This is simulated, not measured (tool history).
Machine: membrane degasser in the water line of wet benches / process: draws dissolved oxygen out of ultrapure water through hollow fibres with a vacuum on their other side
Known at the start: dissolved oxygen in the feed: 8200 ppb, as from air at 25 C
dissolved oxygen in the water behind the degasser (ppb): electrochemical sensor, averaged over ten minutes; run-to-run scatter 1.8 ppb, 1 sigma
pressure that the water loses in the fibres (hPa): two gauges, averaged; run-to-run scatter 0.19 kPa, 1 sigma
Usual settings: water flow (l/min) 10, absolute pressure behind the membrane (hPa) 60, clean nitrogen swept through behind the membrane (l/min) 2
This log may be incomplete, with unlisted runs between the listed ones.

run	hour	water flow (l/min)	absolute pressure behind the membrane (hPa)	clean nitrogen swept through behind the membrane (l/min)	dissolved oxygen in the water behind the degasser (ppb)	pressure that the water loses in the fibres (hPa)
1	0	10	60	2	175.4	405.9
2	79.9	10	62	2	176.7	407.8
# hour 85.1: vacuum gauge calibrated
3	152.4	10	62	2	179.3	408.1
4	250.9	10	62	2	178.6	404.7
5	312.5	10	62	2	181.1	408.1
6	358.1	10	62	3.22	164.5	407.5
7	464.7	10	91.8	3.22	187.7	404.7
8	530.3	10	60	2	174.3	407.8
9	605.4	10	60	2	176	402.5
10	658.3	10	60	2	175.9	405.3
11	744.2	10	60	2	176.3	403.8
12	798.8	10	60	2	175.2	402
13	867.7	10	60	2	174.5	404.5
14	924.9	10	60	2	177.6	400.9
15	1015.6	10	60	5.63	154	401.4
16	1100.9	10	60	5.63	155.1	399.1
17	1177	14	61.8	1.88	463.7	559
# hour 1215.5: gauge calibrated
18	1226.2	10	95.1	4.71	175	409.8
19	1301.8	15	86.5	1.87	564.5	612.2
20	1379.3	8	145.2	3.8	118.1	325.4
21	1458.6	9	145.2	4.64	150.2	364.4
22	1567	10	64.6	5.98	157.7	406.2
23	1631.2	8	70.5	3.11	84.6	325.9
24	1712.4	7	42.2	3.11	38.9	282.1
25	1778.9	15	60	1.86	527.5	609.1
26	1854.9	13	74.8	5.66	346.9	526.3
27	1939.9	10	60	3	164.8	402.3
28	1990.3	10	49	4.89	150.3	405.8
29	2077.8	13	60	2	362.6	523
30	2122.1	13	60	2	373.8	522.3
31	2210.5	13	60	2	358.2	523.4

Below are 4 alternative next runs, each starting from the tool's condition after run 31. Predict each:
A	2315.8	6	113.2	2.08	?	?
B	2315.8	13	44.5	2	?	?
C	2315.8	10	60	2	?	?
D	2315.8	12	44.3	1.29	?	?

run	dissolved oxygen in the water behind the degasser (ppb)	pressure that the water loses in the fibres (hPa)
A	71.7	238.9
B	346.2	520.7
C	177.3	402.4
D	281.9	483.8
Without the tool's hidden state the same runs would have given:
run	dissolved oxygen in the water behind the degasser (ppb)	pressure that the water loses in the fibres (hPa)
A	71.6	244.2
B	345.8	532.2
C	177.1	411.3
D	281.6	494.4
